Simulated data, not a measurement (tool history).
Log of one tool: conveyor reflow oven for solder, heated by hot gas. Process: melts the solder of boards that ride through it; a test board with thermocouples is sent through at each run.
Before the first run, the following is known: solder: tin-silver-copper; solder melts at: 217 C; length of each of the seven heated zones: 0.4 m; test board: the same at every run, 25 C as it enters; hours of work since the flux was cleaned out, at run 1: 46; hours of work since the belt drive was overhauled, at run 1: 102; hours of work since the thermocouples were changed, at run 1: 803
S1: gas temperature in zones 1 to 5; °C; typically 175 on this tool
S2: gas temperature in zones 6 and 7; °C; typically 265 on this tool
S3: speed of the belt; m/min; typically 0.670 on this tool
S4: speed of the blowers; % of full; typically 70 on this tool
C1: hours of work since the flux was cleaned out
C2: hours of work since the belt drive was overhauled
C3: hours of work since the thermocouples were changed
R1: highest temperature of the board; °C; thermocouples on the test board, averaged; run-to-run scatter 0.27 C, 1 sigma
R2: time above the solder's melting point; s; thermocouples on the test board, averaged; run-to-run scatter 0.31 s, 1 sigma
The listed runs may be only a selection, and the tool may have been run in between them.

run	hour	S1	S2	S3	S4	C1	C2	C3	R1	R2
1	0.0	175	265	0.670	70	46	102	803	250.0	51.8
2	9.5	188	265	0.670	70	52	108	809	252.5	59.2
3	22.5	188	265	0.670	70	61	117	818	252.1	58.9
4	33.3	188	265	0.670	70	68	124	825	252.0	58.1
5	42.0	175	265	0.670	70	74	130	830	250.3	52.0
6	57.9	175	265	0.670	70	84	140	841	250.0	52.0
7	65.3	175	265	0.670	70	89	145	846	250.0	51.3
8	81.2	175	265	0.670	70	100	156	856	249.6	52.0
9	95.7	175	265	0.670	70	109	165	866	249.5	51.2
10	111.6	175	273	0.670	70	120	176	876	256.8	56.1
11	125.8	175	273	0.670	70	129	185	886	256.2	55.7
12	140.2	175	265	0.670	70	139	195	895	248.9	51.5
13	155.8	175	265	0.670	72	149	205	906	250.1	51.2
14	165.1	188	278	0.718	70	155	211	912	260.9	58.8
15	176.9	188	278	0.575	81	163	219	920	269.4	79.2
16	188.5	184	266	0.704	81	171	227	927	253.4	54.5
17	198.9	181	263	0.704	67	178	234	934	246.2	48.3
18	207.1	165	265	0.670	67	183	239	940	246.3	45.4
19	216.7	175	257	0.670	66	189	245	946	241.4	44.4

Predict the results of run 20:
20	233.8	178	260	0.670	66	201	257	957	?	?

R1: 244.6 °C
R2: 47.9 s
With no hidden state in the tool, this same run would have given R1 244.0 °C, R2 48.1 s.
